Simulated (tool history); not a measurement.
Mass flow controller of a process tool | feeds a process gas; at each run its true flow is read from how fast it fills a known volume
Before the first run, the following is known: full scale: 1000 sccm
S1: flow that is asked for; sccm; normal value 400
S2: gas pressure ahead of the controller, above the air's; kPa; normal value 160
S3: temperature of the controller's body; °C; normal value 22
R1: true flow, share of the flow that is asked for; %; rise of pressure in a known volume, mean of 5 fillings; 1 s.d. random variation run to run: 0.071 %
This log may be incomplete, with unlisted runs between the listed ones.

run	hour	S1	S2	S3	R1
1	0	400	160	22	101.01
2	245	400	160	22	101.1
3	461.5	400	160	30	100.45
4	707.1	400	160	22	101.26
5	1002	400	160	22	101.32
6	1441.9	400	160	26	101.02
7	1634	400	160	22	101.42
8	1863.5	400	160	22	101.84
9	2283.5	400	160	24	101.65
10	2525.6	400	160	22	101.92
11	2983.9	400	160	22	102.13
12	3228.6	317	160	22	102.56
13	3513.9	317	160	22	102.65
14	3780.8	597	267	35	99.14
15	4009.1	630	204	22	100.46
16	4328.3	630	204	22	100.57
17	4722.1	358	189	22	100.63
18	5099.5	196	210	22	100.71
19	5391.5	196	210	22	101.03
20	5816.5	196	210	22	101.22
21	6194.4	196	210	23	101.26
22	6468.9	196	210	23	101.24
23	6706.3	196	210	23	101.47
24	6993.8	196	210	23	101.83
25	7418.5	400	151	22	101.37

Removed from this log: 2 entries logged between the listed runs. Between which two listed runs does each belong, and how does the tool's hidden state at the listed run before it compare with that at the listed run after it?
Runs 7 to 8: controller's zero set anew (hour 1676.3)
  flow at rest that the sensor doesn't see, % of full scale: 0.482 -> 0.6; true flow over the shown one, %: 0.39 -> 0.41
  difference, measured minus the result without the unlogged condition, R1: +1.59 -> +1.9 %
Runs 13 to 14: controller's zero set anew, once more (hour 3726.4)
  flow at rest that the sensor doesn't see, % of full scale: 0.744 -> 0.026; true flow over the shown one, %: 0.52 -> 0.54
  difference, measured minus the result without the unlogged condition, R1: +2.87 -> +0.58 %

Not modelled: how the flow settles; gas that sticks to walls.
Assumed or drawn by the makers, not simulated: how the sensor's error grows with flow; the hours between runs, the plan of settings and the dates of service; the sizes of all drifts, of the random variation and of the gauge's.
